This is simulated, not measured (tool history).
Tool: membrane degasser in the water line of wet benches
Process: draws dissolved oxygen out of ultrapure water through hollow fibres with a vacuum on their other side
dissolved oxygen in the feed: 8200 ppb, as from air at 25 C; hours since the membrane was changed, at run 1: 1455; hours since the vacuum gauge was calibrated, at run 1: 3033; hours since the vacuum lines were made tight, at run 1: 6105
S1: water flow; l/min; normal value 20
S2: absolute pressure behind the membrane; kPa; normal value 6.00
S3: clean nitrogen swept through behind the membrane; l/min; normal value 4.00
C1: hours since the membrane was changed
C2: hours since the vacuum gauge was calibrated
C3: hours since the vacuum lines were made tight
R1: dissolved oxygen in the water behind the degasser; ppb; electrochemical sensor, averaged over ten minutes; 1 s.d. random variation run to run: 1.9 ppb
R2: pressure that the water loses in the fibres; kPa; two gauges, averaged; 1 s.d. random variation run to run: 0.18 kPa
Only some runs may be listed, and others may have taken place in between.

run,hour,S1,S2,S3,C1,C2,C3,R1,R2
1,0.0,20,6.00,4.00,1455,3033,6105,197.1,34.69
2,181.3,20,6.00,4.00,1636,3214,6287,197.8,34.81
3,355.6,27,6.00,4.00,1811,3389,6461,452.1,47.05
4,476.3,20,6.00,3.44,1931,3509,6582,206.9,34.83
5,601.7,20,6.00,4.00,2057,3635,6707,201.9,34.89
6,721.3,20,6.00,4.00,2177,3754,6827,203.6,34.81
7,833.9,20,6.00,4.00,2289,3867,6939,206.0,34.91
8,962.7,31,6.00,4.00,2418,3996,7068,612.9,54.19
9,1063.2,31,6.00,4.00,2518,4096,7169,614.0,54.14
10,1158.0,31,6.00,4.00,2613,4191,7263,617.9,53.90
11,1334.3,31,6.00,4.00,2790,4367,7440,618.6,54.49
12,1507.2,20,5.30,4.00,2962,4540,7612,199.8,35.02
13,1645.9,20,6.00,4.00,3101,4679,7751,208.8,34.67
14,1816.1,20,6.00,4.00,3271,4849,7921,205.7,35.19
15,1997.9,20,6.00,4.00,3453,5031,8103,212.8,35.23
16,2184.9,20,6.00,4.00,3640,5218,8290,209.5,35.24
17,2365.8,12,11.44,11.47,3821,5399,8471,43.8,21.33
18,2448.9,15,6.29,11.47,3904,5482,8554,70.2,26.32
19,2560.7,26,9.96,4.35,4016,5594,8666,474.1,45.97
20,2695.2,30,11.87,5.44,4150,5728,8801,641.9,52.85
21,2849.1,30,11.87,5.44,4304,5882,8954,650.5,53.13
22,2935.2,19,13.78,6.21,4390,5968,9040,226.4,33.75
23,3099.6,12,4.85,4.00,4555,6133,9205,36.7,21.47
24,3180.9,12,4.85,4.00,4636,6214,9286,37.9,21.34
25,3343.7,14,3.69,6.58,4799,6377,9449,50.0,24.75
26,3523.8,13,14.64,5.90,4979,6557,9629,98.2,23.38
27,3666.1,20,7.99,5.90,5121,6699,9771,221.0,35.14
# hour 3702.5: vacuum gauge calibrated
28,3745.7,22,13.64,2.90,5200,43,9850,417.4,38.73
29,3899.9,22,13.64,2.90,5355,197,10005,415.9,39.06
30,3997.8,20,5.70,3.12,5452,295,10103,219.4,35.69
31,4132.3,20,5.70,3.12,5587,430,10237,217.6,35.77
32,4253.2,15,5.50,8.96,5708,551,10358,73.5,26.79

The same runs without the tool's hidden state, with the same run-to-run variation:
The hidden state here: membrane still open, %; true pressure behind the membrane over the reading, kPa; air that leaks in behind the membrane, l/min; drift of the gauge itself on oxygen_ppb, %; drift of the gauge itself on loss_of_pressure_kpa, %.
run,R1,R2
1,188.0,34.37
2,187.9,34.46
3,433.9,46.51
4,194.9,34.40
5,189.8,34.43
6,190.9,34.33
7,192.6,34.41
8,585.0,53.36
9,585.1,53.28
10,587.9,53.01
11,586.9,53.54
12,183.3,34.37
13,191.5,33.98
14,187.9,34.47
15,193.6,34.47
16,189.7,34.44
17,39.0,20.82
18,61.8,25.68
19,439.1,44.82
20,599.2,51.48
21,605.8,51.71
22,205.9,32.83
23,29.5,20.86
24,30.6,20.73
25,40.9,24.01
26,87.7,22.67
27,195.3,34.02
28,387.7,37.47
29,385.4,37.77
30,195.7,34.48
31,193.4,34.54
32,62.7,25.85
